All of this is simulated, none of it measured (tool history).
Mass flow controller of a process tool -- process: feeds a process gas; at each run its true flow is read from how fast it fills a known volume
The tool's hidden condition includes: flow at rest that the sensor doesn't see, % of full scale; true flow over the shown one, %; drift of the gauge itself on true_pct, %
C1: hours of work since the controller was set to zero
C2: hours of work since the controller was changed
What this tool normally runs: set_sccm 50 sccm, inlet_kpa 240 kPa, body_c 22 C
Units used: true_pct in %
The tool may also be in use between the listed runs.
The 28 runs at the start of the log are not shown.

run 29 day=64.138 | set_sccm=43 inlet_kpa=218 body_c=25 | C1=311 C2=3049 | true_pct=98.07
run 30 day=66.317 | set_sccm=51 inlet_kpa=156 body_c=31 | C1=350 C2=3088 | true_pct=97.92
run 31 day=68.971 | set_sccm=51 inlet_kpa=156 body_c=31 | C1=398 C2=3136 | true_pct=97.95
run 32 day=70.596 | set_sccm=14 inlet_kpa=189 body_c=22 | C1=428 C2=3166 | true_pct=97.67
run 33 day=72.942 | set_sccm=12 inlet_kpa=207 body_c=22 | C1=470 C2=3208 | true_pct=97.03
run 34 day=74.55 | set_sccm=28 inlet_kpa=220 body_c=22 | C1=499 C2=3237 | true_pct=97.94
run 35 day=76.033 | set_sccm=28 inlet_kpa=147 body_c=27 | C1=526 C2=3264 | true_pct=97.6
run 36 day=77.875 | set_sccm=50 inlet_kpa=186 body_c=22 | C1=560 C2=3297 | true_pct=98.56
run 37 day=79.538 | set_sccm=50 inlet_kpa=186 body_c=22 | C1=590 C2=3328 | true_pct=98.45
run 38 day=81.838 | set_sccm=19 inlet_kpa=167 body_c=25 | C1=631 C2=3369 | true_pct=97.24
run 39 day=83.271 | set_sccm=17 inlet_kpa=158 body_c=31 | C1=657 C2=3395 | true_pct=96.5
run 40 day=84.808 | set_sccm=20 inlet_kpa=149 body_c=22 | C1=685 C2=3423 | true_pct=97.62
run 41 day=86.567 | set_sccm=68 inlet_kpa=262 body_c=33 | C1=717 C2=3455 | true_pct=97.16
run 42 day=89.671 | set_sccm=68 inlet_kpa=262 body_c=33 | C1=773 C2=3511 | true_pct=97.13
run 43 day=90.975 | set_sccm=68 inlet_kpa=247 body_c=33 | C1=797 C2=3535 | true_pct=97.18
run 44 day=93.592 | set_sccm=57 inlet_kpa=196 body_c=30 | C1=844 C2=3582 | true_pct=97.62
run 45 day=95.842 | set_sccm=57 inlet_kpa=196 body_c=30 | C1=885 C2=3623 | true_pct=97.51
run 46 day=97.592 | set_sccm=57 inlet_kpa=208 body_c=30 | C1=917 C2=3655 | true_pct=97.43
run 47 day=100.196 | set_sccm=57 inlet_kpa=208 body_c=30 | C1=964 C2=3702 | true_pct=97.36

Branching from run 47: 4 alternative next runs. What would each branch give?
run A day=102.488 | set_sccm=57 inlet_kpa=227 body_c=30 | C1=1005 C2=3743 | true_pct=?
run B day=102.488 | set_sccm=12 inlet_kpa=151 body_c=20 | C1=1005 C2=3743 | true_pct=?
run C day=102.488 | set_sccm=24 inlet_kpa=206 body_c=22 | C1=1005 C2=3743 | true_pct=?
run D day=102.488 | set_sccm=18 inlet_kpa=224 body_c=24 | C1=1005 C2=3743 | true_pct=?

run=A true_pct=97.19
run=B true_pct=96.4
run=C true_pct=97.16
run=D true_pct=96.41
Without the tool's hidden state the same runs would have given:
run=A true_pct=98.6
run=B true_pct=99.61
run=C true_pct=99.23
run=D true_pct=98.85
